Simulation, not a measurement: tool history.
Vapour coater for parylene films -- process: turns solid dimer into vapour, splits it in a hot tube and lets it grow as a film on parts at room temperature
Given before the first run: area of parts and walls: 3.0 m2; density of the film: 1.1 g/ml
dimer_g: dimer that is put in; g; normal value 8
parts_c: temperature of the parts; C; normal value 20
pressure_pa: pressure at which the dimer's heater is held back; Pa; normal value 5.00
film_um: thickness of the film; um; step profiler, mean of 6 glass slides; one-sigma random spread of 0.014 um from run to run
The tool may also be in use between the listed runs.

Run 1, hour 0.0: usual settings. Result: film_um 1.57 um.
Run 2, hour 25.6: usual settings but pressure_pa 2.42 Pa. Result: film_um 1.77 um.
Run 3, hour 66.0: usual settings. Result: film_um 1.52 um.
Run 4, hour 122.3: usual settings. Result: film_um 1.51 um.
Run 5, hour 184.7: usual settings. Result: film_um 1.50 um.
Run 6, hour 229.3: usual settings. Result: film_um 1.49 um.
Run 7, hour 257.5: usual settings. Result: film_um 1.50 um.
Run 8, hour 306.8: usual settings. Result: film_um 1.49 um.
At hour 331.6: trap's valve overhauled.
Run 9, hour 339.9: usual settings. Result: film_um 1.57 um.
Run 10, hour 379.1: usual settings but pressure_pa 7.73 Pa. Result: film_um 1.43 um.
Run 11, hour 420.0: usual settings but pressure_pa 7.73 Pa. Result: film_um 1.44 um.
Run 12, hour 475.7: usual settings but pressure_pa 7.73 Pa. Result: film_um 1.43 um.
Run 13, hour 528.6: usual settings but pressure_pa 5.69 Pa. Result: film_um 1.54 um.
At hour 538.4: table's thermometer calibrated.
Run 14, hour 588.1: usual settings but pressure_pa 5.69 Pa. Result: film_um 1.49 um.
Run 15, hour 618.7: usual settings but dimer_g 14 g. Result: film_um 2.65 um.
Run 16, hour 676.5: usual settings. Result: film_um 1.50 um.
Run 17, hour 715.4: usual settings but dimer_g 12 g. Result: film_um 2.25 um.
Run 18, hour 751.0: usual settings but dimer_g 12 g. Result: film_um 2.26 um.
Run 19, hour 811.3: usual settings but dimer_g 12 g, parts_c 13 C. Result: film_um 2.86 um.
At hour 848.5: trap's valve overhauled.
Run 20, hour 848.5: usual settings. Result: film_um 1.58 um.
Run 21, hour 896.8: usual settings. Result: film_um 1.60 um.
Run 22, hour 937.4: usual settings. Result: film_um 1.56 um.
Run 23, hour 969.1: usual settings. Result: film_um 1.57 um.
Run 24, hour 1006.5: usual settings. Result: film_um 1.56 um.
Run 25, hour 1046.4: usual settings but dimer_g 7 g, parts_c 19 C, pressure_pa 3.03 Pa. Result: film_um 1.55 um.
Run 26, hour 1083.0: usual settings but dimer_g 7 g. Result: film_um 1.33 um.
Run 27, hour 1132.1: usual settings but dimer_g 7 g, parts_c 19 C, pressure_pa 3.80 Pa. Result: film_um 1.47 um.
Run 28, hour 1170.2: usual settings but dimer_g 4 g, parts_c 17 C. Result: film_um 0.86 um.
Run 29, hour 1232.3: usual settings but dimer_g 3 g, parts_c 15 C, pressure_pa 9.29 Pa. Result: film_um 0.60 um.
Run 30, hour 1260.8: usual settings but dimer_g 6 g, parts_c 32 C, pressure_pa 6.18 Pa. Result: film_um 0.68 um.
Run 31, hour 1315.6: usual settings but dimer_g 4 g, parts_c 29 C, pressure_pa 2.22 Pa. Result: film_um 0.65 um.
At hour 1363.9: trap's valve overhauled.
Run 32, hour 1377.1: usual settings but parts_c 16 C, pressure_pa 3.42 Pa. Result: film_um 1.96 um.
Run 33, hour 1406.5: usual settings but parts_c 16 C, pressure_pa 3.42 Pa. Result: film_um 1.96 um.
Run 34, hour 1435.2: usual settings but dimer_g 11 g, parts_c 15 C, pressure_pa 7.47 Pa. Result: film_um 2.42 um.
Run 35, hour 1477.5: usual settings but dimer_g 4 g, parts_c 22 C. Result: film_um 0.72 um.
Run 36, hour 1513.9: usual settings but dimer_g 4 g, parts_c 22 C. Result: film_um 0.73 um.
Run 37, hour 1559.3: usual settings but dimer_g 5 g, pressure_pa 2.24 Pa. Result: film_um 1.11 um.
Run 38, hour 1620.8: usual settings but dimer_g 12 g, parts_c 26 C, pressure_pa 9.23 Pa. Result: film_um 1.64 um.
Run 39, hour 1672.0: usual settings but dimer_g 12 g, parts_c 26 C, pressure_pa 9.23 Pa. Result: film_um 1.63 um.
Run 40, hour 1699.0: usual settings but dimer_g 12 g, parts_c 26 C, pressure_pa 9.23 Pa. Result: film_um 1.61 um.
Run 41, hour 1759.4: usual settings but dimer_g 12 g, parts_c 26 C, pressure_pa 9.23 Pa. Result: film_um 1.60 um.
Run 42, hour 1805.9: usual settings but parts_c 13 C, pressure_pa 2.90 Pa. Result: film_um 2.15 um.
Run 43, hour 1854.1: usual settings but dimer_g 4 g, parts_c 16 C, pressure_pa 3.07 Pa. Result: film_um 0.94 um.
At hour 1880.8: trap's valve overhauled.
Run 44, hour 1888.5: usual settings but dimer_g 4 g, parts_c 16 C, pressure_pa 2.00 Pa. Result: film_um 1.12 um.
Run 45, hour 1929.2: usual settings but dimer_g 12 g, pressure_pa 9.63 Pa. Result: film_um 2.11 um.
Run 46, hour 1992.0: usual settings but dimer_g 12 g, pressure_pa 9.63 Pa. Result: film_um 2.10 um.
Run 47, hour 2038.6: usual settings but dimer_g 12 g, parts_c 25 C, pressure_pa 2.68 Pa. Result: film_um 2.21 um.
Run 48, hour 2083.0: usual settings but dimer_g 5 g, pressure_pa 11.61 Pa. Result: film_um 0.85 um.

Alternative continuations, all from the tool just after run 48; predict every row:
Run A, hour 2126.3: usual settings but dimer_g 6 g, parts_c 25 C. Result: film_um ?.
Run B, hour 2126.3: usual settings but parts_c 25 C, pressure_pa 11.16 Pa. Result: film_um ?.
Run C, hour 2126.3: usual settings but dimer_g 12 g, pressure_pa 5.39 Pa. Result: film_um ?.

run  film_um
  A     0.98
  B     1.12
  C     2.32
Take away the tool's hidden state, keep each run's random variation, and the runs would have read:
run  film_um
  A     1.00
  B     1.14
  C     2.36
